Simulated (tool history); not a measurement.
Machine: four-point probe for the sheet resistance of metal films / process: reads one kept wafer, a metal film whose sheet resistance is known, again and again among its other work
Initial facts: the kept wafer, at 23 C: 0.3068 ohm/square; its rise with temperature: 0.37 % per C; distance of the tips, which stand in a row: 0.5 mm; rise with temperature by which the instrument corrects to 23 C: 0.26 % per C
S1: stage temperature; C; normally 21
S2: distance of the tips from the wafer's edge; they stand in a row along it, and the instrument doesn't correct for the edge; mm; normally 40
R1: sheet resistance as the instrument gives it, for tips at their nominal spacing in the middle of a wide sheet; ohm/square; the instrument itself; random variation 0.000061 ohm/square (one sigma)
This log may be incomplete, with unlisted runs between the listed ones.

run,hour,S1,S2,R1
1,0,21,40,0.305004
2,15.5,21,40,0.30506
3,28,21,7,0.305733
4,38.9,21,19,0.304959
5,54.7,21,50,0.304819
6,61.8,21,50,0.304955
7,69.9,28,40,0.307208
8,83.9,28,40,0.307281
9,90.9,18,40,0.303901
10,101.7,21,40,0.30489
11,117.4,21,11,0.3054
12,126.8,21,5,0.306546
13,139.4,31,5,0.309915
14,154.1,31,5,0.30989
15,161.8,31,5,0.309955
16,170.1,31,5,0.309865
17,177.9,31,5,0.309781
18,191.4,31,5,0.309872
19,201.1,31,5,0.309862
20,217.1,31,5,0.309781
21,229.5,31,5,0.309864
22,243.8,21,40,0.304946
23,258.7,21,40,0.304767
24,269.7,21,9,0.305248
25,282.1,21,9,0.305257
# hour 283.7: stage's thermometer calibrated
26,293.8,21,15,0.304853
27,310.6,29,40,0.307508
28,319.4,20,39,0.304487
29,327,21,31,0.304769
# hour 329.6: stage's thermometer calibrated, once more
30,334.7,21,31,0.304838
31,342.6,21,31,0.304831
32,352.8,21,31,0.304946
33,368,20,3,0.309075
34,377.1,29,48,0.307463
35,385.9,26,40,0.306553
36,394.5,19,9,0.304585
37,408,21,9,0.30537
38,415.8,28,30,0.307233
39,423.3,31,71,0.308187
40,438.2,31,71,0.308211
41,447.1,19,15,0.304241
42,462.3,30,31,0.307883
43,473.6,19,27,0.304094
44,482.3,27,11,0.307161
45,494.3,27,11,0.307171

What if the next run were any one of these 4? Each begins from the tool's condition after run 45:
A,505.6,27,28,?
B,505.6,28,5,?
C,505.6,21,12,?
D,505.6,20,12,?

run,R1
A,0.306847
B,0.308795
C,0.30496
D,0.304677
The same runs, with their run-to-run variation unchanged, on a tool lacking any hidden condition would have given:
run,R1
A,0.308217
B,0.310174
C,0.306322
D,0.306038
